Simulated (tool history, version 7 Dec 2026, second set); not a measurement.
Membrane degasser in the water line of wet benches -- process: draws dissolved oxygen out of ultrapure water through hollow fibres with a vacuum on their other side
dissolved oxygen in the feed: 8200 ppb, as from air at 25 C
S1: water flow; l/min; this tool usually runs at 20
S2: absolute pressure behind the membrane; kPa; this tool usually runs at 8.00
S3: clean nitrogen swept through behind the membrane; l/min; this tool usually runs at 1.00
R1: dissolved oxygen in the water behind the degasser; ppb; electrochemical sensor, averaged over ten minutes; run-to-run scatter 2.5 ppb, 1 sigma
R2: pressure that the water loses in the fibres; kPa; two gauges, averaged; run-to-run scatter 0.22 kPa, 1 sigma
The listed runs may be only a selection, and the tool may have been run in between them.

run,hour,S1,S2,S3,R1,R2
1,0.0,20,8.00,1.00,257.4,56.40
2,348.7,20,8.00,1.00,264.3,56.44
3,620.1,20,8.00,1.00,263.5,56.70
# hour 737.3: vacuum gauge calibrated
4,841.5,20,8.00,1.00,268.3,57.30
5,1033.4,20,8.00,1.00,268.7,57.12
6,1349.7,20,8.00,1.00,264.7,57.60
7,1702.9,24,8.00,1.00,331.5,69.03
8,1866.2,24,8.00,1.00,331.9,69.21
# hour 2060.5: vacuum gauge calibrated, once more
9,2145.3,24,8.00,1.00,324.4,69.78
10,2387.3,15,9.01,1.00,225.1,43.21
11,2597.2,15,9.01,1.00,225.1,43.49
12,2907.5,15,16.16,1.42,342.3,43.84
13,3253.5,15,16.16,1.42,343.3,43.96
14,3521.1,16,7.75,0.53,318.2,47.44

Below are 4 alternative next runs, each starting from the tool's condition after run 14. Predict each:
A,3779.8,23,14.76,2.37,?,?
B,3779.8,20,11.78,1.00,?,?
C,3779.8,17,17.38,0.68,?,?
D,3779.8,28,7.75,0.52,?,?

run,R1,R2
A,336.0,67.39
B,417.4,58.61
C,753.7,49.91
D,554.4,81.90
What these runs would have given with no unlogged condition in the tool:
run,R1,R2
A,314.9,63.92
B,398.5,55.59
C,735.2,47.34
D,524.9,77.68
